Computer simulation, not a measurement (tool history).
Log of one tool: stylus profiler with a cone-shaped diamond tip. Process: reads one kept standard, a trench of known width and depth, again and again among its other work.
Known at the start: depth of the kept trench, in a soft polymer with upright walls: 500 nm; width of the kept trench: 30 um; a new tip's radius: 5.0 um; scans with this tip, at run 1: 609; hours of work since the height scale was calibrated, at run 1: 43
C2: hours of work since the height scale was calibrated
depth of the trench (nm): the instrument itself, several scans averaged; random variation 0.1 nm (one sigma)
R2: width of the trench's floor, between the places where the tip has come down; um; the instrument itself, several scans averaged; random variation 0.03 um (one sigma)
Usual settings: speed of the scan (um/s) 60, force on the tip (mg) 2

{"run": 1, "hour": 0.0, "speed of the scan (um/s)": 60, "force on the tip (mg)": 2, "scans with this tip": 609, "C2": 43, "depth of the trench (nm)": 505.78, "R2": 25.42}
{"run": 2, "hour": 31.7, "speed of the scan (um/s)": 60, "force on the tip (mg)": 2, "scans with this tip": 893, "C2": 64, "depth of the trench (nm)": 505.91, "R2": 25.34}
{"run": 3, "hour": 76.0, "speed of the scan (um/s)": 60, "force on the tip (mg)": 2, "scans with this tip": 1290, "C2": 92, "depth of the trench (nm)": 505.75, "R2": 25.34}
{"run": 4, "hour": 103.4, "speed of the scan (um/s)": 60, "force on the tip (mg)": 1.76, "scans with this tip": 1534, "C2": 110, "depth of the trench (nm)": 505.51, "R2": 25.3}
{"run": 5, "hour": 137.1, "speed of the scan (um/s)": 60, "force on the tip (mg)": 1.76, "scans with this tip": 1836, "C2": 131, "depth of the trench (nm)": 505.39, "R2": 25.19}
{"run": 6, "hour": 180.9, "speed of the scan (um/s)": 163, "force on the tip (mg)": 2.42, "scans with this tip": 2229, "C2": 159, "depth of the trench (nm)": 506.8, "R2": 24.96}
{"run": 7, "hour": 218.1, "speed of the scan (um/s)": 163, "force on the tip (mg)": 2.42, "scans with this tip": 2562, "C2": 183, "depth of the trench (nm)": 506.71, "R2": 24.85}
{"run": 8, "hour": 260.8, "speed of the scan (um/s)": 28, "force on the tip (mg)": 2.78, "scans with this tip": 2945, "C2": 210, "depth of the trench (nm)": 507.34, "R2": 25.15}
{"run": 9, "hour": 295.4, "speed of the scan (um/s)": 32, "force on the tip (mg)": 0.69, "scans with this tip": 3255, "C2": 233, "depth of the trench (nm)": 503.13, "R2": 25}
{"run": 10, "hour": 321.4, "speed of the scan (um/s)": 32, "force on the tip (mg)": 0.69, "scans with this tip": 3487, "C2": 249, "depth of the trench (nm)": 503.05, "R2": 24.95}

3 ways to go on from here, each from the tool as it stands after run 10. What would each give?
{"run": "A", "hour": 367.8, "speed of the scan (um/s)": 137, "force on the tip (mg)": 2, "scans with this tip": 3903, "C2": 279, "depth of the trench (nm)": "?", "R2": "?"}
{"run": "B", "hour": 367.8, "speed of the scan (um/s)": 60, "force on the tip (mg)": 3.42, "scans with this tip": 3903, "C2": 279, "depth of the trench (nm)": "?", "R2": "?"}
{"run": "C", "hour": 367.8, "speed of the scan (um/s)": 146, "force on the tip (mg)": 4.14, "scans with this tip": 3903, "C2": 279, "depth of the trench (nm)": "?", "R2": "?"}

run=A depth_of_the_trench_(nm)=506.04 R2=24.7
run=B depth_of_the_trench_(nm)=508.68 R2=24.93
run=C depth_of_the_trench_(nm)=509.76 R2=24.79
Without the tool's hidden state the same runs would have given:
run=A depth_of_the_trench_(nm)=505.72 R2=25.33
run=B depth_of_the_trench_(nm)=508.36 R2=25.57
run=C depth_of_the_trench_(nm)=509.44 R2=25.43
